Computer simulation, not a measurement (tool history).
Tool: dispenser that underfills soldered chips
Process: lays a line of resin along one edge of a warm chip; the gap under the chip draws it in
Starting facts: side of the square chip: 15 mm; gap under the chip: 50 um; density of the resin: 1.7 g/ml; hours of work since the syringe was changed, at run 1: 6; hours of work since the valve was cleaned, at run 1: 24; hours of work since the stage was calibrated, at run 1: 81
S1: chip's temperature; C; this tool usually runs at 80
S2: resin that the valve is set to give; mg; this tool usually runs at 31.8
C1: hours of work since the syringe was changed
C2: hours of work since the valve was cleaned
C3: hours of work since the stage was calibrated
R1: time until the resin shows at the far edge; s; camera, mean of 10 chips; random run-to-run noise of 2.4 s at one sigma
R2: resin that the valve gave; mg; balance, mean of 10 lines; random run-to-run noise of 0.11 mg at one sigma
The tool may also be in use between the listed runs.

| run | day | S1 | S2 | C1 | C2 | C3 | R1 | R2 |
|---|---|---|---|---|---|---|---|---|
| 1 | 0 | 80 | 31.8 | 6 | 24 | 81 | 357.4 | 31.46 |
|  | 0.242 | new syringe of resin |
| 2 | 0.338 | 93 | 31.8 | 2 | 29 | 87 | 165.6 | 31.3 |
| 3 | 0.538 | 80 | 31.8 | 5 | 33 | 90 | 332.9 | 31.33 |
| 4 | 0.712 | 80 | 29.3 | 8 | 35 | 93 | 396.5 | 28.74 |
|  | 0.85 | new syringe of resin |
| 5 | 1.025 | 80 | 29.3 | 3 | 40 | 98 | 299.8 | 28.72 |
| 6 | 1.212 | 80 | 29.3 | 6 | 44 | 101 | 360.1 | 28.5 |
|  | 1.467 | dispensing valve cleaned and set on the balance |
| 7 | 1.471 | 92 | 31.8 | 10 | 0 | 105 | 286.7 | 31.97 |
|  | 1.504 | new syringe of resin |
| 8 | 1.746 | 65 | 31.8 | 4 | 4 | 109 | 591.7 | 31.66 |
| 9 | 1.904 | 65 | 31.8 | 7 | 7 | 112 | 697.9 | 31.88 |
|  | 2.129 | new syringe of resin |
| 10 | 2.221 | 65 | 31.8 | 2 | 12 | 117 | 506 | 31.67 |
| 11 | 2.421 | 65 | 28.1 | 5 | 16 | 120 | 643.2 | 28.09 |
|  | 2.754 | new syringe of resin |
| 12 | 2.758 | 65 | 38.1 | 0 | 21 | 126 | 443.9 | 37.79 |
| 13 | 3.117 | 65 | 38.1 | 6 | 27 | 132 | 659.8 | 37.51 |
| 14 | 3.283 | 65 | 38.1 | 9 | 30 | 135 | 765.1 | 37.51 |
|  | 3.367 | new syringe of resin |
| 15 | 3.533 | 65 | 38.1 | 3 | 34 | 139 | 536.5 | 37.51 |
| 16 | 3.771 | 80 | 40 | 7 | 38 | 143 | 368 | 39.47 |
|  | 4 | new syringe of resin |
| 17 | 4.125 | 80 | 28.7 | 2 | 43 | 148 | 286.1 | 28.13 |
| 18 | 4.283 | 80 | 31.8 | 5 | 46 | 151 | 332.1 | 31.08 |
|  | 4.375 | dispensing valve cleaned and set on the balance |
| 19 | 4.475 | 80 | 31.8 | 7 | 2 | 154 | 387.9 | 31.93 |
|  | 4.646 | new syringe of resin |
| 20 | 4.717 | 86 | 28.8 | 1 | 5 | 157 | 218.5 | 28.77 |
| 21 | 4.883 | 86 | 28.8 | 4 | 8 | 160 | 254.2 | 28.85 |
| 22 | 5.046 | 86 | 28.8 | 7 | 11 | 163 | 308 | 28.6 |
|  | 5.262 | new syringe of resin |
| 23 | 5.35 | 84 | 39.4 | 1 | 16 | 168 | 227.2 | 38.77 |
| 24 | 5.575 | 84 | 34.8 | 5 | 20 | 172 | 287.6 | 34.38 |
| 25 | 5.758 | 73 | 40.8 | 8 | 23 | 175 | 533.9 | 40.29 |
|  | 5.879 | new syringe of resin |
| 26 | 5.992 | 87 | 30.1 | 2 | 26 | 178 | 219.6 | 29.71 |
| 27 | 6.212 | 80 | 27.5 | 6 | 30 | 182 | 369.8 | 27.04 |
| 28 | 6.417 | 75 | 28.8 | 9 | 34 | 185 | 539.7 | 28.28 |
|  | 6.483 | new syringe of resin |
| 29 | 6.583 | 78 | 28.6 | 2 | 36 | 188 | 310.6 | 27.93 |
| 30 | 6.858 | 78 | 28.6 | 6 | 41 | 193 | 409.7 | 28.14 |
|  | 7.096 | new syringe of resin |
| 31 | 7.158 | 89 | 29.7 | 1 | 46 | 197 | 193.5 | 28.84 |
|  | 7.296 | dispensing valve cleaned and set on the balance |
| 32 | 7.542 | 89 | 30.8 | 7 | 4 | 203 | 278.9 | 30.68 |
|  | 7.754 | new syringe of resin |
| 33 | 7.846 | 89 | 30.8 | 1 | 9 | 208 | 197.3 | 30.49 |
| 34 | 8.188 | 80 | 29 | 7 | 15 | 214 | 401.5 | 28.67 |
|  | 8.367 | new syringe of resin |
| 35 | 8.475 | 72 | 29.5 | 2 | 19 | 218 | 401.3 | 29.09 |

Measured less the same run without the tool's hidden state. The same run-to-run variation is in both; the gauge's scatter may not be:
What the log doesn't record here: resin's viscosity, % of fresh resin's; dose that the valve gives, % of what is set; true chip temperature over the reading, C; drift of the gauge itself on fill_s, %; drift of the gauge itself on given_mg, %.
| run | R1 | R2 |
|---|---|---|
| 1 | +115.7 | -0.44 |
| 2 | +17 | -0.51 |
| 3 | +90.1 | -0.58 |
| 4 | +154.3 | -0.58 |
| 5 | +57 | -0.66 |
| 6 | +119.2 | -0.7 |
| 7 | +132 | +0.04 |
| 8 | +142.5 | -0.04 |
| 9 | +245.9 | -0.07 |
| 10 | +64.1 | -0.16 |
| 11 | +184.8 | -0.19 |
| 12 | +11.9 | -0.36 |
| 13 | +213.6 | -0.47 |
| 14 | +326.7 | -0.53 |
| 15 | +94.4 | -0.62 |
| 16 | +128.6 | -0.73 |
| 17 | +42.1 | -0.61 |
| 18 | +90.2 | -0.72 |
| 19 | +145.3 | -0.02 |
| 20 | +24 | -0.07 |
| 21 | +63.4 | -0.11 |
| 22 | +111.8 | -0.16 |
| 23 | +25 | -0.31 |
| 24 | +84.1 | -0.34 |
| 25 | +220 | -0.46 |
| 26 | +34.5 | -0.4 |
| 27 | +121.2 | -0.41 |
| 28 | +245.2 | -0.49 |
| 29 | +44.1 | -0.52 |
| 30 | +144.1 | -0.6 |
| 31 | +23.5 | -0.7 |
| 32 | +104.6 | -0.2 |
| 33 | +26.3 | -0.28 |
| 34 | +157.1 | -0.35 |
| 35 | +64.8 | -0.43 |
